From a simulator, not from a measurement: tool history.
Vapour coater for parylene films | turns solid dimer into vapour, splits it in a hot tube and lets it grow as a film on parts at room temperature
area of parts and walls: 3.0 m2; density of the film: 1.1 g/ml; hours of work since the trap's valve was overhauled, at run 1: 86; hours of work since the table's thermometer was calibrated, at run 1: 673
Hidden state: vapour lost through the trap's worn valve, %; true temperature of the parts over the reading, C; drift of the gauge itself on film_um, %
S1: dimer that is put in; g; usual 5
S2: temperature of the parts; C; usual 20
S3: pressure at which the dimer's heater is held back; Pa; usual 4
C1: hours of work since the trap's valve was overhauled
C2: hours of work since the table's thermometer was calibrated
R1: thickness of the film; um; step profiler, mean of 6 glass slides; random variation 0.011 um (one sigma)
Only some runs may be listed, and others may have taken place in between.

| run | hour | S1 | S2 | S3 | C1 | C2 | R1 |
|---|---|---|---|---|---|---|---|
| 1 | 0 | 5 | 20 | 4 | 86 | 673 | 0.97 |
| 2 | 14.5 | 5 | 14 | 4 | 99 | 686 | 1.32 |
| 3 | 33.2 | 5 | 20 | 4 | 115 | 703 | 0.96 |
| 4 | 44.2 | 5 | 20 | 2.21 | 125 | 712 | 1.11 |
| 5 | 53.8 | 4 | 20 | 2.21 | 134 | 721 | 0.89 |
| 6 | 65.1 | 5 | 20 | 5.78 | 143 | 731 | 0.9 |
| 7 | 81.5 | 5 | 20 | 2.31 | 158 | 745 | 1.1 |
| 8 | 99.6 | 5 | 20 | 2.31 | 174 | 761 | 1.07 |
| 9 | 113.2 | 5 | 24 | 2.31 | 186 | 773 | 0.9 |
| 10 | 127.7 | 3 | 15 | 2.31 | 199 | 786 | 0.83 |
| 11 | 146.2 | 2 | 16 | 2.91 | 215 | 802 | 0.51 |
| 12 | 157.7 | 2 | 30 | 2.5 | 225 | 813 | 0.27 |
|  | 172.8 | trap's valve overhauled |
| 13 | 181.8 | 4 | 18 | 2.64 | 8 | 830 | 0.92 |
| 14 | 199.8 | 3 | 32 | 5.08 | 24 | 846 | 0.3 |
|  | 203.1 | table's thermometer calibrated |
| 15 | 209.1 | 3 | 32 | 5.08 | 31 | 5 | 0.31 |
| 16 | 227.5 | 4 | 29 | 4 | 47 | 22 | 0.48 |
| 17 | 238 | 4 | 19 | 7.38 | 57 | 31 | 0.72 |

What if the next run were any one of these 4? Each begins from the tool's condition after run 17:
| A | 257.5 | 4 | 28 | 3.21 | 74 | 48 | ? |
| B | 257.5 | 6 | 28 | 2.78 | 74 | 48 | ? |
| C | 257.5 | 5 | 20 | 8.45 | 74 | 48 | ? |
| D | 257.5 | 8 | 28 | 7.38 | 74 | 48 | ? |

| run | R1 |
|---|---|
| A | 0.54 |
| B | 0.85 |
| C | 0.8 |
| D | 0.9 |
Without the tool's unlogged condition, the same runs would have read:
| run | R1 |
|---|---|
| A | 0.54 |
| B | 0.85 |
| C | 0.81 |
| D | 0.9 |
